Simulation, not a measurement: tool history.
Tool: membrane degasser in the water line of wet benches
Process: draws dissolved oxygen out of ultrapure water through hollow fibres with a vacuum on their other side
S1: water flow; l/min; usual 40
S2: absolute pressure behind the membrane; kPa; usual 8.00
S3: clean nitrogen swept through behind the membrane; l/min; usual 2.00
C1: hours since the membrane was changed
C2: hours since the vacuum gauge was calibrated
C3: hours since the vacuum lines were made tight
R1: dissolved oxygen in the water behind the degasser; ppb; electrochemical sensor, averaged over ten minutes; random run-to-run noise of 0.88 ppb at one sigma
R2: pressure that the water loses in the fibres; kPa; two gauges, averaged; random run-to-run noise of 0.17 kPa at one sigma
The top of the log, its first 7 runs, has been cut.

{"run": 8, "hour": 1670.3, "S1": 40, "S2": 8.0, "S3": 2.45, "C1": 2761, "C2": 3659, "C3": 9523, "R1": 176.6, "R2": 29.96}
{"run": 9, "hour": 1934.1, "S1": 40, "S2": 8.0, "S3": 2.45, "C1": 3025, "C2": 3923, "C3": 9787, "R1": 175.5, "R2": 29.69}
{"run": 10, "hour": 2142.0, "S1": 40, "S2": 8.0, "S3": 5.84, "C1": 3233, "C2": 4131, "C3": 9995, "R1": 80.7, "R2": 29.57}
{"run": 11, "hour": 2383.2, "S1": 40, "S2": 8.0, "S3": 5.84, "C1": 3474, "C2": 4372, "C3": 10236, "R1": 80.6, "R2": 29.86}
{"run": 12, "hour": 2590.7, "S1": 40, "S2": 8.0, "S3": 5.84, "C1": 3682, "C2": 4579, "C3": 10443, "R1": 80.9, "R2": 30.09}
{"run": 13, "hour": 2779.8, "S1": 40, "S2": 8.0, "S3": 2.0, "C1": 3871, "C2": 4769, "C3": 10632, "R1": 211.3, "R2": 29.8}
{"run": 14, "hour": 2977.4, "S1": 37, "S2": 8.0, "S3": 2.0, "C1": 4069, "C2": 4966, "C3": 10830, "R1": 197.5, "R2": 27.63}
{"run": 15, "hour": 3112.7, "S1": 28, "S2": 8.0, "S3": 2.0, "C1": 4204, "C2": 5101, "C3": 10965, "R1": 153.1, "R2": 20.68}
{"run": 16, "hour": 3340.0, "S1": 28, "S2": 8.0, "S3": 2.0, "C1": 4431, "C2": 5329, "C3": 11193, "R1": 152.9, "R2": 20.92}
{"run": 17, "hour": 3623.0, "S1": 28, "S2": 8.0, "S3": 2.0, "C1": 4714, "C2": 5612, "C3": 11475, "R1": 152.7, "R2": 20.85}
{"run": 18, "hour": 3774.5, "S1": 57, "S2": 11.73, "S3": 1.77, "C1": 4866, "C2": 5763, "C3": 11627, "R1": 551.2, "R2": 43.06}
{"run": 19, "hour": 4019.2, "S1": 57, "S2": 11.73, "S3": 1.77, "C1": 5110, "C2": 6008, "C3": 11872, "R1": 550.8, "R2": 42.54}

The next listed run, before its measurement:
{"run": 20, "hour": 4288.6, "S1": 57, "S2": 11.73, "S3": 1.33, "C1": 5380, "C2": 6277, "C3": 12141, "R1": "?", "R2": "?"}

{"run 20": {"R1": 687.9, "R2": 42.67}}
Were there no unlogged condition in the tool, this run, its random variation unchanged, would have produced R1 687.5 ppb, R2 42.63 kPa.
